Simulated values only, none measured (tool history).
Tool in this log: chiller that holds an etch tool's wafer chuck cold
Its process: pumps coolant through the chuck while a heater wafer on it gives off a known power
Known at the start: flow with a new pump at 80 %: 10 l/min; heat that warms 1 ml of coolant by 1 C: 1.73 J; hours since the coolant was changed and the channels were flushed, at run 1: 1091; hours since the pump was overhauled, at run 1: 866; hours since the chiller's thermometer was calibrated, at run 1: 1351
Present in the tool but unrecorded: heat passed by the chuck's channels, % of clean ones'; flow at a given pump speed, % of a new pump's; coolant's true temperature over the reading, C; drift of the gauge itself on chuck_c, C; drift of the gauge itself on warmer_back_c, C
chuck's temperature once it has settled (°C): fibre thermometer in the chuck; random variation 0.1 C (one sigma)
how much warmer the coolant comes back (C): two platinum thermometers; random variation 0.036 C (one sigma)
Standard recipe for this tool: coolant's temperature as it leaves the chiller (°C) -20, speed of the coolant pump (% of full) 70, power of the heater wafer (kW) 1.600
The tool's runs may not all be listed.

run,hour,coolant's temperature as it leaves the chiller (°C),speed of the coolant pump (% of full),power of the heater wafer (kW),hours since the coolant was changed and the channels were flushed,hours since the pump was overhauled,hours since the chiller's thermometer was calibrated,chuck's temperature once it has settled (°C),how much warmer the coolant comes back (C)
1,0.0,-20,70,1.600,1091,866,1351,0.8,6.55
2,40.8,-20,70,1.600,1132,907,1392,0.9,6.62
3,71.7,-18,70,1.600,1162,937,1423,2.9,6.64
4,108.3,-18,70,1.600,1199,974,1460,3.0,6.60
5,130.3,-20,70,1.600,1221,996,1482,1.0,6.60
6,153.9,-20,70,1.600,1245,1020,1505,1.1,6.59
7,189.0,-20,70,1.600,1280,1055,1540,1.0,6.61
8,235.1,-15,70,1.600,1326,1101,1586,6.1,6.58
9,271.8,-20,70,1.600,1363,1137,1623,1.4,6.65
10,314.8,-20,70,1.600,1406,1180,1666,1.2,6.68
11,341.8,-20,70,1.600,1433,1207,1693,1.4,6.59
# hour 350.6: coolant pump overhauled
12,379.6,-14,75,1.256,1465,29,1726,2.2,4.84
13,399.2,-13,91,0.911,1485,49,1745,-2.6,2.89
14,421.5,-13,91,0.911,1507,71,1768,-2.7,2.86
15,450.7,-13,91,0.911,1536,100,1797,-2.6,2.83
16,487.0,-13,63,1.590,1573,136,1833,9.9,7.47
# hour 535.4: coolant pump overhauled, once more
17,535.4,-13,63,1.590,1616,0,1877,9.5,7.04
18,564.8,-23,70,1.179,1646,29,1906,-7.4,4.75
19,591.6,-14,84,1.008,1672,56,1933,-2.1,3.31
20,628.3,-28,70,0.835,1709,93,1970,-16.8,3.30
21,657.8,-28,70,0.835,1739,122,1999,-17.0,3.37

The same runs without the tool's hidden state, with the same run-to-run variation:
run,chuck's temperature once it has settled (°C),how much warmer the coolant comes back (C)
1,-0.6,6.38
2,-0.5,6.45
3,1.5,6.46
4,1.5,6.42
5,-0.6,6.42
6,-0.5,6.40
7,-0.6,6.41
8,4.5,6.38
9,-0.4,6.44
10,-0.5,6.46
11,-0.4,6.36
12,0.6,4.63
13,-3.7,2.76
14,-3.8,2.73
15,-3.7,2.70
16,7.7,7.12
17,7.9,7.08
18,-8.6,4.77
19,-3.1,3.32
20,-17.7,3.31
21,-18.0,3.37
